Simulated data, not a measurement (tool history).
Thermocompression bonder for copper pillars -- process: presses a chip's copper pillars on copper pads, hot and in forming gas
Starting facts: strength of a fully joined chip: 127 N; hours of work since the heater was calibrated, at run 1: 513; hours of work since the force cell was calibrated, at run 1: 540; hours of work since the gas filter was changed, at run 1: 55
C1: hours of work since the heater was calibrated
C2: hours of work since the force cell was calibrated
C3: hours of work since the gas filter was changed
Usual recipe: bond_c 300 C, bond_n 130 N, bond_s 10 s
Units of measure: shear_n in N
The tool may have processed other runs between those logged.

Run 1, hour 0.0: usual settings; C1 513; C2 540; C3 55. Result: shear_n 65.4 N.
Run 2, hour 42.7: usual settings; C1 532; C2 559; C3 74. Result: shear_n 65.0 N.
Run 3, hour 69.9: usual settings but bond_n 110 N; C1 544; C2 571; C3 86. Result: shear_n 54.8 N.
Run 4, hour 116.2: usual settings but bond_c 282 C; C1 564; C2 591; C3 106. Result: shear_n 53.6 N.
Run 5, hour 156.6: usual settings but bond_n 139 N; C1 582; C2 609; C3 124. Result: shear_n 69.2 N.
Run 6, hour 199.5: usual settings but bond_n 139 N; C1 601; C2 628; C3 143. Result: shear_n 68.3 N.
At hour 213.7: forming gas filter changed.
Run 7, hour 230.6: usual settings but bond_n 139 N; C1 614; C2 641; C3 7. Result: shear_n 70.0 N.
Run 8, hour 267.1: usual settings; C1 630; C2 657; C3 23. Result: shear_n 64.9 N.
Run 9, hour 314.2: usual settings; C1 651; C2 678; C3 44. Result: shear_n 64.9 N.
Run 10, hour 335.7: usual settings but bond_s 6 s; C1 660; C2 687; C3 53. Result: shear_n 53.6 N.
Run 11, hour 379.6: usual settings but bond_c 288 C, bond_n 108 N, bond_s 8 s; C1 680; C2 706; C3 73. Result: shear_n 42.6 N.
Run 12, hour 414.4: usual settings but bond_c 289 C, bond_n 161 N, bond_s 6 s; C1 695; C2 721; C3 88. Result: shear_n 60.0 N.
Run 13, hour 443.6: usual settings but bond_c 289 C, bond_n 161 N, bond_s 6 s; C1 708; C2 734; C3 101. Result: shear_n 59.3 N.
Run 14, hour 468.0: usual settings but bond_c 301 C, bond_n 95 N, bond_s 24 s; C1 718; C2 745; C3 111. Result: shear_n 63.8 N.
At hour 502.7: heater calibrated with a thermocouple chip.
Run 15, hour 503.6: usual settings but bond_c 319 C, bond_n 95 N, bond_s 7 s; C1 0; C2 760; C3 126. Result: shear_n 53.5 N.
Run 16, hour 542.2: usual settings but bond_c 319 C, bond_n 93 N, bond_s 7 s; C1 17; C2 777; C3 143. Result: shear_n 52.0 N.
At hour 556.8: forming gas filter changed.
Run 17, hour 593.4: usual settings but bond_c 319 C, bond_n 93 N, bond_s 7 s; C1 40; C2 799; C3 16. Result: shear_n 53.2 N.
Run 18, hour 622.0: usual settings but bond_c 313 C, bond_s 20 s; C1 52; C2 811; C3 29. Result: shear_n 94.4 N.
Run 19, hour 663.8: usual settings but bond_c 313 C, bond_s 20 s; C1 70; C2 830; C3 47. Result: shear_n 94.4 N.

Consider 4 possible next runs. They are alternatives, not a sequence: every one starts from the tool as it was left by run 19. What does each give?
Run A, hour 698.8: usual settings but bond_c 290 C, bond_n 127 N, bond_s 28 s; C1 86; C2 845; C3 62. Result: shear_n ?.
Run B, hour 698.8: usual settings but bond_c 315 C; C1 86; C2 845; C3 62. Result: shear_n ?.
Run C, hour 698.8: usual settings but bond_c 328 C, bond_s 6 s; C1 86; C2 845; C3 62. Result: shear_n ?.
Run D, hour 698.8: usual settings but bond_c 285 C, bond_s 9 s; C1 86; C2 845; C3 62. Result: shear_n ?.

run  shear_n
  A     85.5
  B     79.7
  C     75.3
  D     58.2
With no hidden state in the tool, these same runs would have given:
run  shear_n
  A     85.3
  B     79.3
  C     74.9
  D     57.8
